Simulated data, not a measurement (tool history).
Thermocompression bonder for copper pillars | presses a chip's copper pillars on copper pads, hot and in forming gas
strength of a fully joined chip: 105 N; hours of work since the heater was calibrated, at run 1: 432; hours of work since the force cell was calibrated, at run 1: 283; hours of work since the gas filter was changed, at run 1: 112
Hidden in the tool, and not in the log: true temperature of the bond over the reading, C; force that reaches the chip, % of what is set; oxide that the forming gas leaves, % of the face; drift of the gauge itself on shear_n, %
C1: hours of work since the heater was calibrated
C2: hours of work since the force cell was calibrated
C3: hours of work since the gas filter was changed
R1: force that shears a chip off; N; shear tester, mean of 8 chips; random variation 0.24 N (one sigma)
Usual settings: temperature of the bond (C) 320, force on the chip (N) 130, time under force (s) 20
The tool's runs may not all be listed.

{"run": 1, "hour": 0.0, "temperature of the bond (C)": 320, "force on the chip (N)": 130, "time under force (s)": 20, "C1": 432, "C2": 283, "C3": 112, "R1": 60.1}
{"run": 2, "hour": 6.1, "temperature of the bond (C)": 320, "force on the chip (N)": 130, "time under force (s)": 20, "C1": 437, "C2": 287, "C3": 117, "R1": 60.6}
{"run": 3, "hour": 14.9, "temperature of the bond (C)": 320, "force on the chip (N)": 130, "time under force (s)": 20, "C1": 442, "C2": 293, "C3": 123, "R1": 60.1}
{"run": 4, "hour": 22.3, "temperature of the bond (C)": 320, "force on the chip (N)": 130, "time under force (s)": 20, "C1": 447, "C2": 298, "C3": 128, "R1": 60.2}
{"run": 5, "hour": 29.8, "temperature of the bond (C)": 320, "force on the chip (N)": 130, "time under force (s)": 20, "C1": 453, "C2": 303, "C3": 133, "R1": 60.3}
{"run": 6, "hour": 42.7, "temperature of the bond (C)": 320, "force on the chip (N)": 130, "time under force (s)": 30, "C1": 461, "C2": 312, "C3": 141, "R1": 67.9}
{"run": 7, "hour": 52.6, "temperature of the bond (C)": 320, "force on the chip (N)": 130, "time under force (s)": 30, "C1": 468, "C2": 319, "C3": 148, "R1": 67.8}
{"run": 8, "hour": 59.0, "temperature of the bond (C)": 320, "force on the chip (N)": 130, "time under force (s)": 30, "C1": 472, "C2": 323, "C3": 152, "R1": 67.2}
{"run": 9, "hour": 69.1, "temperature of the bond (C)": 320, "force on the chip (N)": 130, "time under force (s)": 30, "C1": 479, "C2": 330, "C3": 159, "R1": 67.4}
{"run": 10, "hour": 75.8, "temperature of the bond (C)": 320, "force on the chip (N)": 130, "time under force (s)": 20, "C1": 484, "C2": 335, "C3": 164, "R1": 60.0}
{"run": 11, "hour": 82.7, "temperature of the bond (C)": 320, "force on the chip (N)": 130, "time under force (s)": 20, "C1": 488, "C2": 339, "C3": 168, "R1": 59.9}
{"run": 12, "hour": 92.2, "temperature of the bond (C)": 329, "force on the chip (N)": 130, "time under force (s)": 20, "C1": 495, "C2": 346, "C3": 175, "R1": 65.1}
{"run": 13, "hour": 103.3, "temperature of the bond (C)": 329, "force on the chip (N)": 130, "time under force (s)": 20, "C1": 502, "C2": 353, "C3": 182, "R1": 65.1}
{"run": 14, "hour": 112.5, "temperature of the bond (C)": 329, "force on the chip (N)": 130, "time under force (s)": 20, "C1": 508, "C2": 359, "C3": 188, "R1": 64.5}
{"run": 15, "hour": 118.0, "temperature of the bond (C)": 320, "force on the chip (N)": 130, "time under force (s)": 20, "C1": 512, "C2": 363, "C3": 192, "R1": 59.2}
{"run": 16, "hour": 129.9, "temperature of the bond (C)": 320, "force on the chip (N)": 91, "time under force (s)": 20, "C1": 520, "C2": 371, "C3": 200, "R1": 50.4}
{"run": 17, "hour": 142.8, "temperature of the bond (C)": 305, "force on the chip (N)": 91, "time under force (s)": 20, "C1": 529, "C2": 380, "C3": 209, "R1": 42.1}
{"run": 18, "hour": 151.3, "temperature of the bond (C)": 292, "force on the chip (N)": 91, "time under force (s)": 20, "C1": 535, "C2": 386, "C3": 215, "R1": 36.1}
{"run": 19, "hour": 164.8, "temperature of the bond (C)": 292, "force on the chip (N)": 91, "time under force (s)": 51, "C1": 544, "C2": 395, "C3": 224, "R1": 51.0}
{"run": 20, "hour": 172.1, "temperature of the bond (C)": 292, "force on the chip (N)": 91, "time under force (s)": 51, "C1": 549, "C2": 400, "C3": 229, "R1": 50.8}
{"run": 21, "hour": 182.7, "temperature of the bond (C)": 292, "force on the chip (N)": 91, "time under force (s)": 51, "C1": 556, "C2": 407, "C3": 236, "R1": 50.8}
{"run": 22, "hour": 194.8, "temperature of the bond (C)": 305, "force on the chip (N)": 87, "time under force (s)": 20, "C1": 564, "C2": 415, "C3": 244, "R1": 41.1}
{"run": 23, "hour": 206.5, "temperature of the bond (C)": 297, "force on the chip (N)": 94, "time under force (s)": 25, "C1": 572, "C2": 423, "C3": 252, "R1": 42.3}
{"run": 24, "hour": 215.9, "temperature of the bond (C)": 342, "force on the chip (N)": 83, "time under force (s)": 20, "C1": 578, "C2": 429, "C3": 258, "R1": 60.0}
{"run": 25, "hour": 222.3, "temperature of the bond (C)": 342, "force on the chip (N)": 83, "time under force (s)": 28, "C1": 583, "C2": 434, "C3": 263, "R1": 66.2}
{"run": 26, "hour": 233.6, "temperature of the bond (C)": 323, "force on the chip (N)": 114, "time under force (s)": 28, "C1": 590, "C2": 441, "C3": 270, "R1": 63.8}
{"run": 27, "hour": 245.1, "temperature of the bond (C)": 311, "force on the chip (N)": 179, "time under force (s)": 15, "C1": 598, "C2": 449, "C3": 278, "R1": 56.2}
{"run": 28, "hour": 253.8, "temperature of the bond (C)": 312, "force on the chip (N)": 193, "time under force (s)": 15, "C1": 604, "C2": 455, "C3": 284, "R1": 59.0}
{"run": 29, "hour": 263.0, "temperature of the bond (C)": 312, "force on the chip (N)": 86, "time under force (s)": 12, "C1": 610, "C2": 461, "C3": 290, "R1": 36.4}
{"run": 30, "hour": 275.4, "temperature of the bond (C)": 347, "force on the chip (N)": 130, "time under force (s)": 23, "C1": 618, "C2": 469, "C3": 299, "R1": 76.3}
{"run": 31, "hour": 288.9, "temperature of the bond (C)": 349, "force on the chip (N)": 104, "time under force (s)": 24, "C1": 628, "C2": 479, "C3": 308, "R1": 72.3}
{"run": 32, "hour": 296.8, "temperature of the bond (C)": 311, "force on the chip (N)": 130, "time under force (s)": 20, "C1": 633, "C2": 484, "C3": 313, "R1": 53.6}
{"run": 33, "hour": 306.6, "temperature of the bond (C)": 311, "force on the chip (N)": 130, "time under force (s)": 20, "C1": 640, "C2": 491, "C3": 320, "R1": 53.4}
{"run": 34, "hour": 316.6, "temperature of the bond (C)": 294, "force on the chip (N)": 122, "time under force (s)": 15, "C1": 646, "C2": 497, "C3": 326, "R1": 38.2}
{"run": 35, "hour": 325.5, "temperature of the bond (C)": 308, "force on the chip (N)": 156, "time under force (s)": 29, "C1": 652, "C2": 503, "C3": 332, "R1": 63.2}
{"run": 36, "hour": 334.4, "temperature of the bond (C)": 320, "force on the chip (N)": 96, "time under force (s)": 54, "C1": 658, "C2": 509, "C3": 338, "R1": 69.0}
{"run": 37, "hour": 345.6, "temperature of the bond (C)": 320, "force on the chip (N)": 96, "time under force (s)": 54, "C1": 666, "C2": 517, "C3": 346, "R1": 69.4}
{"run": 38, "hour": 351.6, "temperature of the bond (C)": 320, "force on the chip (N)": 116, "time under force (s)": 11, "C1": 670, "C2": 521, "C3": 350, "R1": 44.8}
{"run": 39, "hour": 362.4, "temperature of the bond (C)": 320, "force on the chip (N)": 116, "time under force (s)": 11, "C1": 677, "C2": 528, "C3": 357, "R1": 45.0}

The same runs without the tool's hidden state, with the same run-to-run variation:
run=1 R1=62.4
run=2 R1=62.8
run=3 R1=62.4
run=4 R1=62.6
run=5 R1=62.7
run=6 R1=70.4
run=7 R1=70.3
run=8 R1=69.8
run=9 R1=70.1
run=10 R1=62.6
run=11 R1=62.5
run=12 R1=67.8
run=13 R1=67.8
run=14 R1=67.2
run=15 R1=62.0
run=16 R1=53.1
run=17 R1=44.7
run=18 R1=38.5
run=19 R1=54.0
run=20 R1=53.9
run=21 R1=53.9
run=22 R1=43.9
run=23 R1=45.2
run=24 R1=63.2
run=25 R1=69.5
run=26 R1=67.2
run=27 R1=59.7
run=28 R1=62.6
run=29 R1=39.1
run=30 R1=79.8
run=31 R1=75.9
run=32 R1=57.2
run=33 R1=57.0
run=34 R1=41.4
run=35 R1=67.2
run=36 R1=73.0
run=37 R1=73.5
run=38 R1=48.3
run=39 R1=48.6
